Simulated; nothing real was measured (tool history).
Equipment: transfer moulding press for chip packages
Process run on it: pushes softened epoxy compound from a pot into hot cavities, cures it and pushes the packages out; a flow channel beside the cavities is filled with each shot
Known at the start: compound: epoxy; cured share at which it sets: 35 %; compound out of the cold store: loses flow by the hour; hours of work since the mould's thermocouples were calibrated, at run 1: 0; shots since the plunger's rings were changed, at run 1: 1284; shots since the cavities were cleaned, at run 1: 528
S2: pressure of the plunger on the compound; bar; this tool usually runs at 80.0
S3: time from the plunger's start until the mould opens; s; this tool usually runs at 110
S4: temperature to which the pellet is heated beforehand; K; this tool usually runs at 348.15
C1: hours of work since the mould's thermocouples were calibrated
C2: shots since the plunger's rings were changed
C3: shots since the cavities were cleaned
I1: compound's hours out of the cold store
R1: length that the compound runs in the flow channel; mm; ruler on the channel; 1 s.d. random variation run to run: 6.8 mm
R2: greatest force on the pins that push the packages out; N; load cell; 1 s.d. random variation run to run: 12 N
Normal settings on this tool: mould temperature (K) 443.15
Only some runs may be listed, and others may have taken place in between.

run 1 hour=0.0 | mould_temperature_(K)=443.15 S2=80.0 S3=110 S4=348.15 | C1=0 C2=1284 C3=528 | I1=42.0 | R1=744 R2=1000
-- hour=12.6 cavities cleaned with cleaning compound and waxed
run 2 hour=30.0 | mould_temperature_(K)=443.15 S2=80.0 S3=110 S4=348.15 | C1=18 C2=1577 C3=179 | I1=14.2 | R1=814 R2=1352
run 3 hour=69.2 | mould_temperature_(K)=443.15 S2=80.0 S3=110 S4=348.15 | C1=42 C2=1978 C3=580 | I1=37.2 | R1=750 R2=1306
-- hour=73.4 cavities cleaned with cleaning compound and waxed
run 4 hour=111.4 | mould_temperature_(K)=443.15 S2=67.1 S3=110 S4=348.15 | C1=67 C2=2395 C3=390 | I1=22.7 | R1=693 R2=985
-- hour=135.5 cavities cleaned with cleaning compound and waxed
run 5 hour=135.5 | mould_temperature_(K)=443.15 S2=67.1 S3=109 S4=348.15 | C1=81 C2=2627 C3=0 | I1=30.5 | R1=695 R2=574
-- hour=159.1 plunger's sealing rings changed
run 6 hour=173.7 | mould_temperature_(K)=443.15 S2=67.1 S3=109 S4=348.15 | C1=103 C2=150 C3=366 | I1=44.3 | R1=701 R2=963
run 7 hour=196.1 | mould_temperature_(K)=443.15 S2=80.0 S3=110 S4=351.15 | C1=117 C2=379 C3=595 | I1=18.6 | R1=805 R2=1042
-- hour=200.0 cavities cleaned with cleaning compound and waxed
-- hour=238.2 cavities cleaned with cleaning compound and waxed, once more
run 8 hour=238.2 | mould_temperature_(K)=443.15 S2=80.0 S3=110 S4=351.15 | C1=141 C2=780 C3=0 | I1=22.3 | R1=799 R2=570
run 9 hour=282.4 | mould_temperature_(K)=443.15 S2=80.0 S3=124 S4=351.15 | C1=168 C2=1233 C3=453 | I1=42.7 | R1=739 R2=835
-- hour=301.8 cavities cleaned with cleaning compound and waxed
run 10 hour=305.7 | mould_temperature_(K)=443.15 S2=80.0 S3=110 S4=348.15 | C1=182 C2=1456 C3=40 | I1=46.8 | R1=733 R2=603
run 11 hour=350.0 | mould_temperature_(K)=443.15 S2=80.0 S3=110 S4=348.15 | C1=209 C2=1910 C3=494 | I1=18.7 | R1=794 R2=1025
-- hour=363.9 cavities cleaned with cleaning compound and waxed
run 12 hour=402.4 | mould_temperature_(K)=443.15 S2=80.0 S3=110 S4=348.15 | C1=240 C2=2431 C3=394 | I1=45.1 | R1=739 R2=958
-- hour=425.0 cavities cleaned with cleaning compound and waxed
run 13 hour=425.6 | mould_temperature_(K)=443.15 S2=80.0 S3=110 S4=348.15 | C1=254 C2=2654 C3=6 | I1=28.6 | R1=767 R2=562
-- hour=446.7 plunger's sealing rings changed
run 14 hour=460.5 | mould_temperature_(K)=450.15 S2=80.0 S3=110 S4=348.15 | C1=274 C2=141 C3=337 | I1=15.9 | R1=807 R2=696
-- hour=488.4 cavities cleaned with cleaning compound and waxed
run 15 hour=505.4 | mould_temperature_(K)=442.15 S2=60.2 S3=139 S4=348.15 | C1=301 C2=587 C3=175 | I1=44.5 | R1=666 R2=600
run 16 hour=527.9 | mould_temperature_(K)=442.15 S2=60.2 S3=139 S4=348.15 | C1=314 C2=817 C3=405 | I1=16.3 | R1=703 R2=767
-- hour=551.0 cavities cleaned with cleaning compound and waxed
run 17 hour=569.2 | mould_temperature_(K)=442.15 S2=60.2 S3=139 S4=348.15 | C1=339 C2=1225 C3=186 | I1=29.8 | R1=666 R2=585
run 18 hour=592.0 | mould_temperature_(K)=442.15 S2=62.1 S3=112 S4=348.15 | C1=353 C2=1458 C3=419 | I1=14.8 | R1=711 R2=998
-- hour=615.4 cavities cleaned with cleaning compound and waxed
run 19 hour=628.8 | mould_temperature_(K)=442.15 S2=62.1 S3=112 S4=348.15 | C1=375 C2=1820 C3=137 | I1=18.4 | R1=704 R2=769
run 20 hour=662.4 | mould_temperature_(K)=442.15 S2=62.1 S3=112 S4=348.15 | C1=396 C2=2165 C3=482 | I1=40.5 | R1=648 R2=976
-- hour=677.3 cavities cleaned with cleaning compound and waxed
run 21 hour=687.7 | mould_temperature_(K)=442.15 S2=62.1 S3=112 S4=350.15 | C1=410 C2=2408 C3=106 | I1=45.5 | R1=640 R2=681
-- hour=733.8 plunger's sealing rings changed
run 22 hour=734.8 | mould_temperature_(K)=442.15 S2=62.1 S3=112 S4=350.15 | C1=438 C2=9 C3=563 | I1=30.9 | R1=698 R2=1009
-- hour=741.2 cavities cleaned with cleaning compound and waxed
run 23 hour=790.4 | mould_temperature_(K)=445.15 S2=62.1 S3=148 S4=350.15 | C1=471 C2=564 C3=504 | I1=27.2 | R1=695 R2=743
-- hour=802.3 cavities cleaned with cleaning compound and waxed
run 24 hour=815.3 | mould_temperature_(K)=439.15 S2=67.9 S3=96 S4=352.15 | C1=486 C2=803 C3=133 | I1=8.3 | R1=780 R2=1229
run 25 hour=856.0 | mould_temperature_(K)=442.15 S2=77.5 S3=96 S4=352.15 | C1=511 C2=1220 C3=550 | I1=31.1 | R1=764 R2=1341
-- hour=865.0 cavities cleaned with cleaning compound and waxed
run 26 hour=911.1 | mould_temperature_(K)=441.15 S2=60.6 S3=100 S4=355.15 | C1=544 C2=1770 C3=472 | I1=33.8 | R1=664 R2=1253

Each row is a separate what-if for the run after 26, all from the same tool condition, not one after another. Results?
-- hour=927.5 cavities cleaned with cleaning compound and waxed
run A hour=957.9 | mould_temperature_(K)=443.15 S2=82.0 S3=110 S4=348.15 | C1=572 C2=2235 C3=313 | I1=24.1 | R1=? R2=?
-- hour=927.5 cavities cleaned with cleaning compound and waxed
run B hour=957.9 | mould_temperature_(K)=443.15 S2=81.5 S3=110 S4=348.15 | C1=572 C2=2235 C3=313 | I1=26.1 | R1=? R2=?
-- hour=927.5 cavities cleaned with cleaning compound and waxed
run C hour=957.9 | mould_temperature_(K)=443.15 S2=80.0 S3=144 S4=347.15 | C1=572 C2=2235 C3=313 | I1=34.4 | R1=? R2=?

run=A R1=788 R2=841
run=B R1=761 R2=871
run=C R1=747 R2=689
The same runs, with their run-to-run variation unchanged, on a tool lacking any hidden condition would have given:
run=A R1=830 R2=572
run=B R1=802 R2=591
run=C R1=787 R2=440

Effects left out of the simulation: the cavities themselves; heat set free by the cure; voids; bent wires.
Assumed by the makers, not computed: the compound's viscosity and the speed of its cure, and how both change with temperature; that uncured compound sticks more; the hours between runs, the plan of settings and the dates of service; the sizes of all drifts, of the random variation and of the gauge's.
